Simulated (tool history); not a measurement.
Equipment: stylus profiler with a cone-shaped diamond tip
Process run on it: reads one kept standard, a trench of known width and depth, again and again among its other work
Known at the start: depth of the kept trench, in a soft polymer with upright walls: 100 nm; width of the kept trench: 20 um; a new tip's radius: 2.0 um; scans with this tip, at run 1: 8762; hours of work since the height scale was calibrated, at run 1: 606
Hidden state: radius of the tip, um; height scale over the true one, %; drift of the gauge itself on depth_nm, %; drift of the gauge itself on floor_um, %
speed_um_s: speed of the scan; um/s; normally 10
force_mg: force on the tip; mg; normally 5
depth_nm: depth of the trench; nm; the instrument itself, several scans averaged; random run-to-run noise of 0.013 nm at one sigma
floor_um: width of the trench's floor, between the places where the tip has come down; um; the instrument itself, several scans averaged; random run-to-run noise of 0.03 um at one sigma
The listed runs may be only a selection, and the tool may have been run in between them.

run,day,speed_um_s,force_mg,scans with this tip,hours of work since the height scale was calibrated,depth_nm,floor_um
1,0,10,5,8762,606,101.41,18.37
2,2.946,10,5,9393,650,101.45,18.33
3,7.046,10,5,10272,711,101.46,18.33
4,8.942,10,5,10679,739,101.45,18.3
5,12.246,10,5,11387,788,101.46,18.21
6,14.896,10,5,11955,827,101.45,18.22
7,19.108,10,5,12859,889,101.46,18.18
8,22.592,10,5,13605,941,101.47,18.13
9,25.758,10,5,14284,988,101.48,18.22
10,27.867,9,5,14736,1019,101.48,18.15
11,30.617,13,5,15325,1060,101.48,18.14
12,34.554,13,5,16170,1118,101.49,18.12
13,37.888,10,5,16884,1168,101.51,18.03
14,41.492,21,5,17657,1221,101.52,18.07
# day 43.171: height scale calibrated on a step standard
15,45.421,23,5,18494,33,101.66,17.98
16,48.45,23,5,19144,78,101.63,18.02
# day 50.821: height scale calibrated on a step standard, once more
17,51.367,23,5,19765,8,101.26,17.96
18,53.979,23,5,20325,47,101.3,17.94
19,57.167,10,5,21008,94,101.27,17.91
20,59.483,11,5,21505,128,101.31,17.92
21,62.804,18,5,22217,178,101.32,17.92
22,65.125,18,3.92,22715,212,101.11,17.96
23,68.492,2,2.89,23436,262,100.93,17.9
24,72.796,9,5,24359,326,101.33,17.85
25,75.65,9,5,24970,368,101.35,17.84
26,79.542,17,5,25805,426,101.36,17.8
27,82.617,9,3.82,26465,472,101.16,17.8
28,86.662,9,3.82,27332,531,101.18,17.8
29,88.896,31,5.12,27810,565,101.4,17.74
30,92.925,31,6.4,28674,624,101.6,17.71
31,96.808,12,4.48,29507,682,101.29,17.71
32,98.558,2,2.06,29882,708,100.8,17.75
33,101.604,8,3.16,30535,753,101.07,17.71
34,104.925,8,3.16,31246,802,101.06,17.7
# day 107.862: new tip fitted, height scale calibrated
35,108.962,2,5,235,16,101.28,18.78
36,111.317,5,9.04,740,51,101.93,18.73
37,113.446,5,9.04,1197,83,101.9,18.72
38,115.5,17,4.58,1637,113,101.25,18.65
39,118.425,17,4.58,2264,157,101.22,18.62
40,122.367,17,4.58,3109,215,101.25,18.61
41,124.492,19,3.15,3565,247,101,18.56

Alternative continuations, all from the tool just after run 41; predict every row:
A,126.729,19,9.01,4044,280,?,?
B,126.729,8,1.8,4044,280,?,?
C,126.729,22,3.15,4044,280,?,?
D,126.729,19,3.15,4044,280,?,?

run,depth_nm,floor_um
A,101.96,18.55
B,100.69,18.51
C,100.97,18.47
D,100.96,18.59
Without the tool's hidden state the same runs would have given:
run,depth_nm,floor_um
A,101.92,18.7
B,100.65,18.66
C,100.93,18.62
D,100.92,18.74

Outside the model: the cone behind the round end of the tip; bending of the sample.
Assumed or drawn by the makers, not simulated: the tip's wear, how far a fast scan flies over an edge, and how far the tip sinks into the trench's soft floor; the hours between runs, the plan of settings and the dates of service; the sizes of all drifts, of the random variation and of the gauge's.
